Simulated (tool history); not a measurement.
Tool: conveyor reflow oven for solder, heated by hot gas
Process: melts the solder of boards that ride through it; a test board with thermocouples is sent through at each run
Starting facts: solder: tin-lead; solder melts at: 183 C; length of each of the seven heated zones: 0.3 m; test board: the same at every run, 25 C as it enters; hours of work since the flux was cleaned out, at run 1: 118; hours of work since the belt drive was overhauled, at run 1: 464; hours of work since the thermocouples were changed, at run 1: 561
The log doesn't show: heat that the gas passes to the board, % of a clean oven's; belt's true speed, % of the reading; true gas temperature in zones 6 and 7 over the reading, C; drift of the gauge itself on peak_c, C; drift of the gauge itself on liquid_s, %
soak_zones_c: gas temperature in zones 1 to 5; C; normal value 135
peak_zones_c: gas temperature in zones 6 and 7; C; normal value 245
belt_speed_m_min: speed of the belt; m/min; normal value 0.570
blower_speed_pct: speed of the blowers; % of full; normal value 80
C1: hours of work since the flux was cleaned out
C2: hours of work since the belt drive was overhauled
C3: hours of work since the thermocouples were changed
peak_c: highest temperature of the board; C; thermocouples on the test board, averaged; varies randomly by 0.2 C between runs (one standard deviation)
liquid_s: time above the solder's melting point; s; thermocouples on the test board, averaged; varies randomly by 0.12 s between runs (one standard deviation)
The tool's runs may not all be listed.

{"run": 1, "hour": 0.0, "soak_zones_c": 135, "peak_zones_c": 245, "belt_speed_m_min": 0.57, "blower_speed_pct": 80, "C1": 118, "C2": 464, "C3": 561, "peak_c": 222.5, "liquid_s": 49.6}
{"run": 2, "hour": 11.8, "soak_zones_c": 135, "peak_zones_c": 245, "belt_speed_m_min": 0.57, "blower_speed_pct": 80, "C1": 124, "C2": 470, "C3": 566, "peak_c": 222.8, "liquid_s": 49.3}
{"run": 3, "hour": 39.7, "soak_zones_c": 135, "peak_zones_c": 245, "belt_speed_m_min": 0.57, "blower_speed_pct": 80, "C1": 137, "C2": 484, "C3": 580, "peak_c": 222.6, "liquid_s": 49.2}
{"run": 4, "hour": 57.0, "soak_zones_c": 135, "peak_zones_c": 240, "belt_speed_m_min": 0.57, "blower_speed_pct": 80, "C1": 146, "C2": 492, "C3": 589, "peak_c": 217.6, "liquid_s": 46.8}
{"run": 5, "hour": 79.2, "soak_zones_c": 135, "peak_zones_c": 240, "belt_speed_m_min": 0.57, "blower_speed_pct": 80, "C1": 157, "C2": 503, "C3": 600, "peak_c": 217.9, "liquid_s": 46.4}
{"run": 6, "hour": 95.4, "soak_zones_c": 135, "peak_zones_c": 240, "belt_speed_m_min": 0.57, "blower_speed_pct": 80, "C1": 165, "C2": 511, "C3": 607, "peak_c": 218.0, "liquid_s": 46.4}
{"run": 7, "hour": 109.6, "soak_zones_c": 135, "peak_zones_c": 240, "belt_speed_m_min": 0.57, "blower_speed_pct": 80, "C1": 172, "C2": 518, "C3": 614, "peak_c": 217.7, "liquid_s": 46.2}
{"run": 8, "hour": 134.5, "soak_zones_c": 135, "peak_zones_c": 240, "belt_speed_m_min": 0.57, "blower_speed_pct": 80, "C1": 184, "C2": 530, "C3": 627, "peak_c": 217.5, "liquid_s": 46.3}
{"run": 9, "hour": 150.4, "soak_zones_c": 135, "peak_zones_c": 240, "belt_speed_m_min": 0.57, "blower_speed_pct": 80, "C1": 192, "C2": 538, "C3": 634, "peak_c": 217.3, "liquid_s": 46.2}
{"run": 10, "hour": 175.9, "soak_zones_c": 135, "peak_zones_c": 240, "belt_speed_m_min": 0.57, "blower_speed_pct": 65, "C1": 204, "C2": 550, "C3": 647, "peak_c": 213.3, "liquid_s": 43.0}
{"run": 11, "hour": 199.0, "soak_zones_c": 135, "peak_zones_c": 240, "belt_speed_m_min": 0.57, "blower_speed_pct": 65, "C1": 216, "C2": 562, "C3": 658, "peak_c": 213.0, "liquid_s": 43.0}
{"run": 12, "hour": 218.7, "soak_zones_c": 135, "peak_zones_c": 240, "belt_speed_m_min": 0.57, "blower_speed_pct": 65, "C1": 225, "C2": 572, "C3": 668, "peak_c": 213.5, "liquid_s": 42.6}
{"run": 13, "hour": 237.5, "soak_zones_c": 150, "peak_zones_c": 245, "belt_speed_m_min": 0.57, "blower_speed_pct": 80, "C1": 234, "C2": 581, "C3": 677, "peak_c": 224.2, "liquid_s": 54.9}
{"run": 14, "hour": 255.7, "soak_zones_c": 132, "peak_zones_c": 245, "belt_speed_m_min": 0.57, "blower_speed_pct": 80, "C1": 243, "C2": 590, "C3": 686, "peak_c": 219.8, "liquid_s": 46.9}
{"run": 15, "hour": 279.0, "soak_zones_c": 132, "peak_zones_c": 245, "belt_speed_m_min": 0.57, "blower_speed_pct": 80, "C1": 255, "C2": 601, "C3": 698, "peak_c": 220.0, "liquid_s": 47.0}
{"hour": 310.7, "done": "flux residue cleaned out of gas plates and filters"}
{"run": 16, "hour": 310.8, "soak_zones_c": 132, "peak_zones_c": 245, "belt_speed_m_min": 0.57, "blower_speed_pct": 80, "C1": 0, "C2": 614, "C3": 711, "peak_c": 223.3, "liquid_s": 49.4}
{"run": 17, "hour": 326.5, "soak_zones_c": 120, "peak_zones_c": 245, "belt_speed_m_min": 0.57, "blower_speed_pct": 58, "C1": 8, "C2": 622, "C3": 719, "peak_c": 214.7, "liquid_s": 39.7}
{"run": 18, "hour": 347.7, "soak_zones_c": 135, "peak_zones_c": 256, "belt_speed_m_min": 0.57, "blower_speed_pct": 66, "C1": 18, "C2": 632, "C3": 729, "peak_c": 229.4, "liquid_s": 53.1}
{"run": 19, "hour": 360.8, "soak_zones_c": 140, "peak_zones_c": 256, "belt_speed_m_min": 0.614, "blower_speed_pct": 66, "C1": 25, "C2": 639, "C3": 735, "peak_c": 226.9, "liquid_s": 49.3}
{"run": 20, "hour": 374.5, "soak_zones_c": 140, "peak_zones_c": 251, "belt_speed_m_min": 0.603, "blower_speed_pct": 65, "C1": 31, "C2": 646, "C3": 742, "peak_c": 223.3, "liquid_s": 48.4}
{"hour": 386.9, "done": "thermocouples of zones 6 and 7 changed"}
{"run": 21, "hour": 390.8, "soak_zones_c": 140, "peak_zones_c": 258, "belt_speed_m_min": 0.489, "blower_speed_pct": 62, "C1": 38, "C2": 653, "C3": 2, "peak_c": 238.3, "liquid_s": 68.2}
{"run": 22, "hour": 413.4, "soak_zones_c": 136, "peak_zones_c": 259, "belt_speed_m_min": 0.572, "blower_speed_pct": 88, "C1": 50, "C2": 664, "C3": 13, "peak_c": 238.6, "liquid_s": 57.5}
{"run": 23, "hour": 433.6, "soak_zones_c": 136, "peak_zones_c": 259, "belt_speed_m_min": 0.572, "blower_speed_pct": 88, "C1": 59, "C2": 674, "C3": 23, "peak_c": 238.4, "liquid_s": 57.4}
{"run": 24, "hour": 458.0, "soak_zones_c": 127, "peak_zones_c": 259, "belt_speed_m_min": 0.572, "blower_speed_pct": 88, "C1": 71, "C2": 686, "C3": 35, "peak_c": 236.4, "liquid_s": 54.5}
{"run": 25, "hour": 482.4, "soak_zones_c": 127, "peak_zones_c": 259, "belt_speed_m_min": 0.572, "blower_speed_pct": 88, "C1": 83, "C2": 698, "C3": 47, "peak_c": 236.3, "liquid_s": 54.4}
{"run": 26, "hour": 501.2, "soak_zones_c": 144, "peak_zones_c": 246, "belt_speed_m_min": 0.648, "blower_speed_pct": 68, "C1": 93, "C2": 707, "C3": 56, "peak_c": 218.4, "liquid_s": 43.1}
{"run": 27, "hour": 520.6, "soak_zones_c": 148, "peak_zones_c": 246, "belt_speed_m_min": 0.624, "blower_speed_pct": 68, "C1": 102, "C2": 716, "C3": 66, "peak_c": 220.8, "liquid_s": 47.5}
{"run": 28, "hour": 533.6, "soak_zones_c": 136, "peak_zones_c": 245, "belt_speed_m_min": 0.511, "blower_speed_pct": 84, "C1": 109, "C2": 723, "C3": 72, "peak_c": 228.6, "liquid_s": 59.9}
{"run": 29, "hour": 548.3, "soak_zones_c": 136, "peak_zones_c": 245, "belt_speed_m_min": 0.511, "blower_speed_pct": 84, "C1": 116, "C2": 730, "C3": 79, "peak_c": 228.2, "liquid_s": 59.6}
{"run": 30, "hour": 572.2, "soak_zones_c": 135, "peak_zones_c": 259, "belt_speed_m_min": 0.57, "blower_speed_pct": 52, "C1": 128, "C2": 742, "C3": 91, "peak_c": 226.1, "liquid_s": 51.5}
{"run": 31, "hour": 585.4, "soak_zones_c": 145, "peak_zones_c": 245, "belt_speed_m_min": 0.671, "blower_speed_pct": 75, "C1": 134, "C2": 748, "C3": 98, "peak_c": 217.7, "liquid_s": 41.8}
{"run": 32, "hour": 598.1, "soak_zones_c": 145, "peak_zones_c": 245, "belt_speed_m_min": 0.671, "blower_speed_pct": 75, "C1": 140, "C2": 755, "C3": 104, "peak_c": 217.5, "liquid_s": 41.5}

Below are 3 alternative next runs, each starting from the tool's condition after run 32. Predict each:
{"run": "A", "hour": 619.8, "soak_zones_c": 137, "peak_zones_c": 236, "belt_speed_m_min": 0.671, "blower_speed_pct": 58, "C1": 151, "C2": 765, "C3": 114, "peak_c": "?", "liquid_s": "?"}
{"run": "B", "hour": 619.8, "soak_zones_c": 145, "peak_zones_c": 244, "belt_speed_m_min": 0.499, "blower_speed_pct": 59, "C1": 151, "C2": 765, "C3": 114, "peak_c": "?", "liquid_s": "?"}
{"run": "C", "hour": 619.8, "soak_zones_c": 145, "peak_zones_c": 245, "belt_speed_m_min": 0.671, "blower_speed_pct": 72, "C1": 151, "C2": 765, "C3": 114, "peak_c": "?", "liquid_s": "?"}

run=A peak_c=203.5 liquid_s=28.1
run=B peak_c=224.2 liquid_s=61.2
run=C peak_c=217.1 liquid_s=40.7
With no hidden state in the tool, these same runs would have given:
run=A peak_c=205.3 liquid_s=29.6
run=B peak_c=225.5 liquid_s=61.3
run=C peak_c=219.1 liquid_s=41.6
